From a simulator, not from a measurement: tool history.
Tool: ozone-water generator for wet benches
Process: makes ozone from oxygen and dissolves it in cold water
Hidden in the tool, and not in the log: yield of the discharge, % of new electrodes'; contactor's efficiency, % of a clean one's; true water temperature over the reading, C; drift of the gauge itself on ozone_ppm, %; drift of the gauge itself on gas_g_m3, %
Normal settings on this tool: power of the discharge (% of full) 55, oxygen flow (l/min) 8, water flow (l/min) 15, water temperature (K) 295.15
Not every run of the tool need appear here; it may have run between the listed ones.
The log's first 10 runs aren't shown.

run     day  power of the discharge (% of full)  oxygen flow (l/min)  water flow (l/min)  water temperature (K)  hours of work since the electrodes were changed  hours of work since the contactor was cleaned  hours of work since the thermometer was calibrated  dissolved ozone (ppm)  ozone in the gas ahead of the water (g/m3)
 11   14.05                                  83                  6.8                  15                 295.15                                              797                                           3977                                                1530                   19.8                                       193.6
 12  15.746                                  83                  6.8                  15                 295.15                                              831                                           4010                                                1564                   19.8                                       193.3
 13  16.892                                  83                  6.8                  15                 295.15                                              854                                           4033                                                1587                   20.1                                       195.1
 14  18.546                                  83                  6.8                  15                 295.15                                              886                                           4066                                                1620                     20                                       194.8
 15  19.671                                  55                    8                  11                 295.15                                              909                                           4088                                                1642                   17.6                                       133.8
 16  21.388                                  55                    8                  11                 295.15                                              943                                           4122                                                1676                   17.6                                         135
 17  22.658                                  55                    8                  20                 289.15                                              968                                           4147                                                1701                   13.3                                       133.2
 18  24.146                                  55                 5.72                  13                 289.15                                              997                                           4177                                                1730                   19.6                                       169.2
 19  25.383                                  55                 5.72                  13                 289.15                                             1022                                           4201                                                1755                   19.6                                         166
 20  26.817                                  91                 6.06                  15                 298.15                                             1050                                           4230                                                1783                   20.3                                       220.4
 21  28.171                                  42                  7.8                  15                 295.15                                             1077                                           4256                                                1810                   12.2                                       115.5
 22  29.121                                  55                 4.38                  14                 295.15                                             1096                                           4275                                                1829                   17.5                                         199
 23  30.812                                  55                 4.38                  14                 295.15                                             1130                                           4309                                                1863                   17.8                                       198.3
 24  32.058                                  55                 4.38                  14                 295.15                                             1154                                           4333                                                1887                   17.7                                       199.2
 25  33.112                                  55                    8                  10                 290.15                                             1175                                           4354                                                1908                   20.6                                       133.6
 26  34.596                                  55                    8                  10                 290.15                                             1205                                           4384                                                1938                   20.6                                       134.9
 27  35.762                                  55                 5.36                  15                 293.15                                             1228                                           4407                                                1961                   16.5                                       173.2
 28    36.7                                  55                 6.57                  15                 295.15                                             1246                                           4425                                                1979                   15.4                                       152.7
 29  38.633                                  55                 6.57                  15                 295.15                                             1285                                           4464                                                2018                   15.2                                       153.9
 30  39.879                                  55                 4.81                  14                 295.15                                             1309                                           4488                                                2042                   17.1                                         187
 31  41.638                                  55                 4.81                  14                 295.15                                             1344                                           4523                                                2077                   17.2                                       185.2
 32  42.608                                  43                    8                  15                 295.15                                             1363                                           4543                                                2096                   12.4                                       114.3

Alternative continuations, all from the tool just after run 32; predict every row:
  A  44.004                                  43                    8                  15                 288.15                                             1391                                           4570                                                2124                      ?                                           ?
  B  44.004                                  43                 9.56                  15                 292.15                                             1391                                           4570                                                2124                      ?                                           ?
  C  44.004                                  44                 9.96                   9                 295.15                                             1391                                           4570                                                2124                      ?                                           ?

run  dissolved ozone (ppm)  ozone in the gas ahead of the water (g/m3)
  A                   14.3                                       113.8
  B                   12.6                                       101.6
  C                   15.3                                       100.1
With the hidden condition removed and each run's random variation left untouched, the same runs would have given:
run  dissolved ozone (ppm)  ozone in the gas ahead of the water (g/m3)
  A                     15                                       115.6
  B                   13.2                                       103.1
  C                     16                                       101.7
